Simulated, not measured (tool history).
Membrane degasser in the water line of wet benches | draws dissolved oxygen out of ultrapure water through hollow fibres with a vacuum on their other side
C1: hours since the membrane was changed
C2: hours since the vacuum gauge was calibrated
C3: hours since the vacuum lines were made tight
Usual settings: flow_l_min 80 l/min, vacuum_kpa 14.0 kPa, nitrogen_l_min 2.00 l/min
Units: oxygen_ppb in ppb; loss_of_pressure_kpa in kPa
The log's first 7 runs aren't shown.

Run 8, hour 194.7: usual settings; C1 547; C2 285; C3 502. Result: oxygen_ppb 805.7 ppb, loss_of_pressure_kpa 45.35 kPa.
Run 9, hour 214.1: usual settings but vacuum_kpa 32.0 kPa; C1 566; C2 304; C3 522. Result: oxygen_ppb 1878.5 ppb, loss_of_pressure_kpa 45.25 kPa.
Run 10, hour 239.8: usual settings but vacuum_kpa 32.0 kPa, nitrogen_l_min 0.88 l/min; C1 592; C2 330; C3 547. Result: oxygen_ppb 3038.2 ppb, loss_of_pressure_kpa 45.15 kPa.
At hour 244.5: vacuum gauge calibrated.
Run 11, hour 278.6: usual settings; C1 630; C2 34; C3 586. Result: oxygen_ppb 808.0 ppb, loss_of_pressure_kpa 45.16 kPa.
Run 12, hour 314.4: usual settings; C1 666; C2 70; C3 621. Result: oxygen_ppb 805.3 ppb, loss_of_pressure_kpa 45.22 kPa.
Run 13, hour 337.1: usual settings; C1 689; C2 93; C3 644. Result: oxygen_ppb 803.9 ppb, loss_of_pressure_kpa 45.09 kPa.
Run 14, hour 375.2: usual settings; C1 727; C2 131; C3 682. Result: oxygen_ppb 807.7 ppb, loss_of_pressure_kpa 45.23 kPa.
Run 15, hour 397.9: usual settings; C1 750; C2 153; C3 705. Result: oxygen_ppb 804.4 ppb, loss_of_pressure_kpa 45.25 kPa.
Run 16, hour 426.1: usual settings; C1 778; C2 182; C3 733. Result: oxygen_ppb 804.3 ppb, loss_of_pressure_kpa 45.16 kPa.
Run 17, hour 460.9: usual settings but nitrogen_l_min 4.51 l/min; C1 813; C2 216; C3 768. Result: oxygen_ppb 419.5 ppb, loss_of_pressure_kpa 45.07 kPa.
At hour 481.2: vacuum gauge calibrated, once more.
Run 18, hour 506.0: usual settings but flow_l_min 61 l/min, vacuum_kpa 14.5 kPa, nitrogen_l_min 1.44 l/min; C1 857; C2 25; C3 812. Result: oxygen_ppb 863.3 ppb, loss_of_pressure_kpa 34.32 kPa.
Run 19, hour 544.8: usual settings but flow_l_min 71 l/min; C1 896; C2 64; C3 851. Result: oxygen_ppb 731.6 ppb, loss_of_pressure_kpa 40.25 kPa.
Run 20, hour 565.0: usual settings but flow_l_min 127 l/min; C1 916; C2 84; C3 872. Result: oxygen_ppb 1137.8 ppb, loss_of_pressure_kpa 71.61 kPa.
Run 21, hour 603.7: usual settings but flow_l_min 127 l/min; C1 955; C2 123; C3 910. Result: oxygen_ppb 1136.9 ppb, loss_of_pressure_kpa 71.90 kPa.
Run 22, hour 637.4: usual settings but flow_l_min 127 l/min; C1 989; C2 156; C3 944. Result: oxygen_ppb 1135.0 ppb, loss_of_pressure_kpa 71.58 kPa.
Run 23, hour 676.3: usual settings but flow_l_min 102 l/min, vacuum_kpa 27.3 kPa, nitrogen_l_min 2.39 l/min; C1 1028; C2 195; C3 983. Result: oxygen_ppb 1709.2 ppb, loss_of_pressure_kpa 57.98 kPa.
Run 24, hour 712.5: usual settings but vacuum_kpa 13.8 kPa, nitrogen_l_min 2.61 l/min; C1 1064; C2 231; C3 1019. Result: oxygen_ppb 645.1 ppb, loss_of_pressure_kpa 45.48 kPa.
Run 25, hour 731.2: usual settings but flow_l_min 65 l/min, vacuum_kpa 16.8 kPa, nitrogen_l_min 1.42 l/min; C1 1082; C2 250; C3 1038. Result: oxygen_ppb 1086.4 ppb, loss_of_pressure_kpa 36.99 kPa.
Run 26, hour 764.0: usual settings but vacuum_kpa 29.0 kPa, nitrogen_l_min 5.71 l/min; C1 1115; C2 283; C3 1071. Result: oxygen_ppb 768.4 ppb, loss_of_pressure_kpa 45.51 kPa.
Run 27, hour 788.7: usual settings but vacuum_kpa 19.4 kPa, nitrogen_l_min 0.92 l/min; C1 1140; C2 308; C3 1095. Result: oxygen_ppb 1913.2 ppb, loss_of_pressure_kpa 45.25 kPa.
Run 28, hour 813.4: usual settings but vacuum_kpa 19.4 kPa, nitrogen_l_min 0.92 l/min; C1 1165; C2 332; C3 1120. Result: oxygen_ppb 1927.1 ppb, loss_of_pressure_kpa 45.00 kPa.
Run 29, hour 849.6: usual settings but flow_l_min 85 l/min, vacuum_kpa 29.8 kPa, nitrogen_l_min 0.92 l/min; C1 1201; C2 368; C3 1156. Result: oxygen_ppb 2909.5 ppb, loss_of_pressure_kpa 48.21 kPa.
Run 30, hour 870.6: usual settings but flow_l_min 96 l/min, vacuum_kpa 8.6 kPa, nitrogen_l_min 5.59 l/min; C1 1222; C2 389; C3 1177. Result: oxygen_ppb 218.0 ppb, loss_of_pressure_kpa 54.40 kPa.
Run 31, hour 897.6: usual settings but flow_l_min 96 l/min, vacuum_kpa 8.6 kPa, nitrogen_l_min 5.59 l/min; C1 1249; C2 416; C3 1204. Result: oxygen_ppb 217.8 ppb, loss_of_pressure_kpa 54.51 kPa.
Run 32, hour 940.9: usual settings but flow_l_min 96 l/min, vacuum_kpa 8.6 kPa, nitrogen_l_min 5.59 l/min; C1 1292; C2 460; C3 1247. Result: oxygen_ppb 218.9 ppb, loss_of_pressure_kpa 54.05 kPa.

3 ways to go on from here, each from the tool as it stands after run 32. What would each give?
Run A, hour 964.7: usual settings but flow_l_min 97 l/min; C1 1316; C2 484; C3 1271. Result: oxygen_ppb ?, loss_of_pressure_kpa ?.
Run B, hour 964.7: usual settings but flow_l_min 96 l/min, vacuum_kpa 8.6 kPa, nitrogen_l_min 4.39 l/min; C1 1316; C2 484; C3 1271. Result: oxygen_ppb ?, loss_of_pressure_kpa ?.
Run C, hour 964.7: usual settings but flow_l_min 54 l/min, vacuum_kpa 16.7 kPa, nitrogen_l_min 5.59 l/min; C1 1316; C2 484; C3 1271. Result: oxygen_ppb ?, loss_of_pressure_kpa ?.

run  oxygen_ppb  loss_of_pressure_kpa
  A       929.1                 54.96
  B       265.8                 54.15
  C       298.4                 30.55
Without the tool's hidden state the same runs would have given:
run  oxygen_ppb  loss_of_pressure_kpa
  A       927.8                 54.72
  B       264.9                 53.92
  C       297.9                 30.42

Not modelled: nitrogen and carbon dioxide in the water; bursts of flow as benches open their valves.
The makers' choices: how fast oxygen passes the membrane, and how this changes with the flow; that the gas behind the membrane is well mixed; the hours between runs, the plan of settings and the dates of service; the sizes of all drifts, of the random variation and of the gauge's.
